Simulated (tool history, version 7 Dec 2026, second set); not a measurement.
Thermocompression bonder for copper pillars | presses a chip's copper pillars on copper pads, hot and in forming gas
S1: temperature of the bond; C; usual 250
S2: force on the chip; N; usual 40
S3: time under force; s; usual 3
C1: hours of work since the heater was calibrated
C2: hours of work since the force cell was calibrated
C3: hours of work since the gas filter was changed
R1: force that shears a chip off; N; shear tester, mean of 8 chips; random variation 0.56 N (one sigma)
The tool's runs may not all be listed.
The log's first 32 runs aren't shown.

run 33 day=18.404 | S1=279 S2=40 S3=4 | C1=968 C2=64 C3=107 | R1=54.8
run 34 day=18.883 | S1=251 S2=44 S3=2 | C1=973 C2=70 C3=112 | R1=37.3
run 35 day=19.25 | S1=223 S2=50 S3=2 | C1=977 C2=74 C3=116 | R1=31.3
run 36 day=19.746 | S1=223 S2=50 S3=2 | C1=982 C2=79 C3=122 | R1=30.9
run 37 day=20.488 | S1=230 S2=45 S3=7 | C1=991 C2=88 C3=130 | R1=49.5
run 38 day=20.867 | S1=275 S2=42 S3=9 | C1=995 C2=92 C3=134 | R1=69.2
run 39 day=21.396 | S1=250 S2=39 S3=6 | C1=1001 C2=98 C3=140 | R1=47.5
run 40 day=21.862 | S1=274 S2=25 S3=2 | C1=1006 C2=103 C3=145 | R1=24.1

4 ways to go on from here, each from the tool as it stands after run 40. What would each give?
run A day=22.717 | S1=274 S2=25 S3=3 | C1=1016 C2=112 C3=155 | R1=?
run B day=22.717 | S1=235 S2=25 S3=6 | C1=1016 C2=112 C3=155 | R1=?
run C day=22.717 | S1=274 S2=29 S3=2 | C1=1016 C2=112 C3=155 | R1=?
run D day=22.717 | S1=249 S2=32 S3=4 | C1=1016 C2=112 C3=155 | R1=?

run=A R1=27.2
run=B R1=22.9
run=C R1=27.9
run=D R1=33.1
Without the tool's hidden state the same runs would have given:
run=A R1=28.3
run=B R1=23.8
run=C R1=29.1
run=D R1=34.4
